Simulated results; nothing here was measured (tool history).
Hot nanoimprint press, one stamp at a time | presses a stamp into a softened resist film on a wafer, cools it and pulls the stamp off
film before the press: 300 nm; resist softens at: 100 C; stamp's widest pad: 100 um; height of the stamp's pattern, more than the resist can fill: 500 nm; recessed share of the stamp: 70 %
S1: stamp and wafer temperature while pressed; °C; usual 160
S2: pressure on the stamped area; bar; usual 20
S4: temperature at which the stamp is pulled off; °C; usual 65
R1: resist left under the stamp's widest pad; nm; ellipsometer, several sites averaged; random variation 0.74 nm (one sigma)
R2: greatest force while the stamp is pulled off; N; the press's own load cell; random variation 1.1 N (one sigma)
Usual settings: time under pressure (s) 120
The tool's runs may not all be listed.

Run 1, hour 0: usual settings. Result: R1 131.2 nm, R2 164 N.
Run 2, hour 9.7: usual settings. Result: R1 129 nm, R2 167 N.
Run 3, hour 16.1: usual settings but S2 25.1 bar. Result: R1 115.6 nm, R2 168 N.
Run 4, hour 22.4: usual settings but S1 154 °C. Result: R1 187.7 nm, R2 169 N.
Run 5, hour 32.5: usual settings. Result: R1 132.4 nm, R2 168 N.
Run 6, hour 43.8: usual settings but S2 24.2 bar. Result: R1 120.3 nm, R2 169 N.
Run 7, hour 50.6: usual settings. Result: R1 131.7 nm, R2 167 N.
Run 8, hour 59.6: usual settings. Result: R1 131.8 nm, R2 168 N.
Run 9, hour 70.6: usual settings. Result: R1 129.9 nm, R2 170 N.
Run 10, hour 75.7: usual settings. Result: R1 131.3 nm, R2 171 N.
Run 11, hour 82.2: usual settings. Result: R1 131.3 nm, R2 171 N.
Run 12, hour 93: usual settings but time under pressure (s) 110, S4 67 °C. Result: R1 136.7 nm, R2 162 N.
Run 13, hour 98.4: usual settings but S1 155 °C, S4 60 °C. Result: R1 177.2 nm, R2 190 N.
Run 14, hour 110.1: usual settings but S1 164 °C, time under pressure (s) 157, S4 68 °C. Result: R1 91.7 nm, R2 158 N.
Run 15, hour 117.9: usual settings but S1 171 °C, time under pressure (s) 157, S4 63 °C. Result: R1 59.5 nm, R2 180 N.
Run 16, hour 129.8: usual settings but S1 151 °C, S2 22.8 bar. Result: R1 209.5 nm, R2 172 N.
Run 17, hour 141.6: usual settings but S1 151 °C, S2 22.8 bar, time under pressure (s) 125, S4 68 °C. Result: R1 209.9 nm, R2 158 N.
Run 18, hour 149.8: usual settings but S1 163 °C, S4 51 °C. Result: R1 110.9 nm, R2 229 N.
Run 19, hour 155.7: usual settings but S1 169 °C, S4 51 °C. Result: R1 75.7 nm, R2 232 N.
Run 20, hour 165: usual settings but S1 169 °C, time under pressure (s) 83, S4 51 °C. Result: R1 88.4 nm, R2 231 N.
Run 21, hour 177.3: usual settings but S2 28.9 bar, time under pressure (s) 222, S4 53 °C. Result: R1 86.7 nm, R2 221 N.

Forecast each of these 4 alternatives for the next run:
Run A, hour 183.7: usual settings but S2 18.4 bar, time under pressure (s) 222, S4 52 °C. Result: R1 ?, R2 ?.
Run B, hour 183.7: usual settings but time under pressure (s) 170, S4 71 °C. Result: R1 ?, R2 ?.
Run C, hour 183.7: usual settings but S2 25.4 bar, time under pressure (s) 86, S4 71 °C. Result: R1 ?, R2 ?.
Run D, hour 183.7: usual settings but time under pressure (s) 178, S4 72 °C. Result: R1 ?, R2 ?.

run     R1   R2
  A  110.3  228
  B  116.4  147
  C  134.1  147
  D    114  142
Without the tool's hidden state the same runs would have given:
run     R1   R2
  A  106.5  204
  B  112.4  131
  C  129.5  131
  D    110  126
